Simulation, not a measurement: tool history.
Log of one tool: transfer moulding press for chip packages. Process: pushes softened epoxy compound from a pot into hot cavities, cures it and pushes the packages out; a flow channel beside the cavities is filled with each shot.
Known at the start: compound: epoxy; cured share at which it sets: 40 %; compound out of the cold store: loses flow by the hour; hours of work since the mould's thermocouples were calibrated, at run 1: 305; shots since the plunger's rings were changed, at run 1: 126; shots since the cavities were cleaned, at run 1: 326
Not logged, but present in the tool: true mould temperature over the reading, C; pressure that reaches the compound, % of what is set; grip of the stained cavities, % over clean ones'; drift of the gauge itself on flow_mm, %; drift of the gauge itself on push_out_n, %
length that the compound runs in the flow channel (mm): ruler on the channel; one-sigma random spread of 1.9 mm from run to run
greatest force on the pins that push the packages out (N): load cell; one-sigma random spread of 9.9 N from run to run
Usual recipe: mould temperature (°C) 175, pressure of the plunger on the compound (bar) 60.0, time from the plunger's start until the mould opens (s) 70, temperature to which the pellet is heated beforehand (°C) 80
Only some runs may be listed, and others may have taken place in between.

| run | day | mould temperature (°C) | pressure of the plunger on the compound (bar) | time from the plunger's start until the mould opens (s) | temperature to which the pellet is heated beforehand (°C) | hours of work since the mould's thermocouples were calibrated | shots since the plunger's rings were changed | shots since the cavities were cleaned | incoming compound's hours out of the cold store | length that the compound runs in the flow channel (mm) | greatest force on the pins that push the packages out (N) |
|---|---|---|---|---|---|---|---|---|---|---|---|
| 1 | 0.000 | 175 | 60.0 | 70 | 80 | 305 | 126 | 326 | 23.0 | 634 | 662 |
|  | 1.446 | cavities cleaned with cleaning compound and waxed |
| 2 | 1.792 | 175 | 60.0 | 70 | 80 | 333 | 805 | 136 | 23.6 | 630 | 829 |
|  | 3.808 | cavities cleaned with cleaning compound and waxed |
| 3 | 4.229 | 175 | 60.0 | 70 | 80 | 370 | 1739 | 166 | 9.1 | 649 | 593 |
|  | 6.100 | cavities cleaned with cleaning compound and waxed |
| 4 | 6.975 | 175 | 60.0 | 100 | 80 | 412 | 2795 | 344 | 23.4 | 620 | 504 |
|  | 8.342 | cavities cleaned with cleaning compound and waxed |
| 5 | 9.538 | 175 | 60.0 | 100 | 80 | 451 | 3778 | 471 | 18.8 | 619 | 535 |
|  | 10.508 | cavities cleaned with cleaning compound and waxed |
| 6 | 11.208 | 175 | 60.0 | 100 | 80 | 476 | 4411 | 276 | 37.7 | 583 | 490 |
|  | 12.725 | cavities cleaned with cleaning compound and waxed |
|  | 13.096 | mould's thermocouples calibrated |
| 7 | 14.554 | 175 | 60.0 | 100 | 80 | 23 | 5669 | 686 | 24.4 | 591 | 576 |
|  | 15.046 | cavities cleaned with cleaning compound and waxed |
|  | 17.383 | plunger's sealing rings changed |
|  | 17.446 | cavities cleaned with cleaning compound and waxed |
| 8 | 17.662 | 175 | 60.0 | 100 | 80 | 68 | 84 | 84 | 12.5 | 654 | 415 |
|  | 18.529 | cavities cleaned with cleaning compound and waxed, once more |
| 9 | 19.062 | 175 | 60.0 | 63 | 80 | 89 | 611 | 209 | 12.4 | 647 | 794 |
|  | 20.838 | cavities cleaned with cleaning compound and waxed |
| 10 | 22.362 | 175 | 73.5 | 80 | 80 | 140 | 1883 | 600 | 25.8 | 685 | 608 |
|  | 23.083 | cavities cleaned with cleaning compound and waxed |
| 11 | 23.767 | 175 | 69.8 | 66 | 80 | 161 | 2412 | 270 | 36.3 | 645 | 677 |
|  | 25.371 | cavities cleaned with cleaning compound and waxed |
| 12 | 25.779 | 175 | 52.4 | 70 | 80 | 191 | 3179 | 161 | 25.8 | 569 | 569 |
|  | 27.504 | cavities cleaned with cleaning compound and waxed |
| 13 | 28.100 | 181 | 48.2 | 70 | 75 | 227 | 4066 | 235 | 9.2 | 555 | 541 |
|  | 29.750 | cavities cleaned with cleaning compound and waxed |
| 14 | 31.238 | 181 | 48.2 | 70 | 75 | 275 | 5275 | 585 | 44.7 | 497 | 605 |

Each row is a separate what-if for the run after 14, all from the same tool condition, not one after another. Results?
|  | 31.912 | cavities cleaned with cleaning compound and waxed |
| A | 33.846 | 181 | 74.6 | 70 | 85 | 315 | 6277 | 761 | 17.0 | ? | ? |
|  | 31.912 | cavities cleaned with cleaning compound and waxed |
| B | 33.846 | 167 | 50.5 | 70 | 75 | 315 | 6277 | 761 | 36.5 | ? | ? |
|  | 31.912 | cavities cleaned with cleaning compound and waxed |
| C | 33.846 | 181 | 48.2 | 71 | 90 | 315 | 6277 | 761 | 25.2 | ? | ? |
|  | 31.912 | cavities cleaned with cleaning compound and waxed |
| D | 33.846 | 171 | 56.2 | 70 | 90 | 315 | 6277 | 761 | 44.8 | ? | ? |

| run | length that the compound runs in the flow channel (mm) | greatest force on the pins that push the packages out (N) |
|---|---|---|
| A | 652 | 624 |
| B | 537 | 1347 |
| C | 513 | 595 |
| D | 547 | 947 |
The same runs, with their run-to-run variation unchanged, on a tool lacking any hidden condition would have given:
| run | length that the compound runs in the flow channel (mm) | greatest force on the pins that push the packages out (N) |
|---|---|---|
| A | 702 | 383 |
| B | 577 | 785 |
| C | 553 | 367 |
| D | 588 | 558 |

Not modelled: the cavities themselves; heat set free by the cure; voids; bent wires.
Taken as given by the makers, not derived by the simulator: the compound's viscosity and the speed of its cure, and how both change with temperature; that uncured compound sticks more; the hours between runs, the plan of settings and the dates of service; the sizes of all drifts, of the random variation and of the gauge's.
